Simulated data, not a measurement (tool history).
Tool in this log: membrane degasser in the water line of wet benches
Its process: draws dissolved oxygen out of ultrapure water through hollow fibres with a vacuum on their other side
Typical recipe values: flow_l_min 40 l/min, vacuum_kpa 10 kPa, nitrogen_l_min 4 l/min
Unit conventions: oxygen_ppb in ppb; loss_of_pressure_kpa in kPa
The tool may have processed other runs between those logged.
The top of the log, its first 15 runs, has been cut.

run	hour	flow_l_min	vacuum_kpa	nitrogen_l_min	hours since the membrane was changed	hours since the vacuum gauge was calibrated	hours since the vacuum lines were made tight	oxygen_ppb	loss_of_pressure_kpa
16	1714.6	40	10	7.06	7890	235	2054	147.2	48.57
17	1843.4	40	10	7.06	8019	364	2182	148.2	48.47
18	1933.3	40	10.5	8.53	8109	454	2272	140.6	48.34
19	2016.1	40	6.5	8.53	8192	537	2355	95.7	48.26
20	2155.9	40	6.5	8.53	8332	677	2495	94.6	48.28
21	2253.4	40	6.5	8.53	8429	774	2592	95.1	48.46
22	2398.2	30	11.4	4	8574	919	2737	164.4	36.21
23	2533.9	60	6.4	4.81	8710	1055	2873	299	73.16
24	2673.4	33	21	4	8849	1194	3012	369.1	40.36
25	2760.1	31	12	2.13	8936	1281	3099	310.1	37.96
26	2910.9	40	8.7	9.95	9087	1432	3250	115	48.91
27	3043.9	40	6.1	9.95	9220	1565	3383	89.7	49.3
28	3188.7	26	21.2	4.81	9364	1709	3528	247.4	32.15
29	3296.2	57	12.7	11.49	9472	1817	3635	299.9	69.95
30	3436.1	57	12.7	11.49	9612	1957	3775	302.7	70.8
# hour 3581.8: seals of the vacuum lines changed
31	3581.8	52	16.7	11.56	9755	2101	0	292.4	64.41
32	3736.4	52	16.7	11.56	9910	2255	155	292.1	64.22

Predict each of these 3 candidate next runs independently; none follows another, all start after run 32:
A	3819.5	26	6.8	2.02	9993	2338	238	?	?
B	3819.5	25	19.8	4	9993	2338	238	?	?
C	3819.5	52	6.6	10.17	9993	2338	238	?	?

run	oxygen_ppb	loss_of_pressure_kpa
A	117.7	32.43
B	258.2	30.88
C	185.9	64.96
The same runs, with their run-to-run variation unchanged, on a tool lacking any hidden condition would have given:
run	oxygen_ppb	loss_of_pressure_kpa
A	109.5	28.73
B	251.5	27.29
C	126.9	57.52
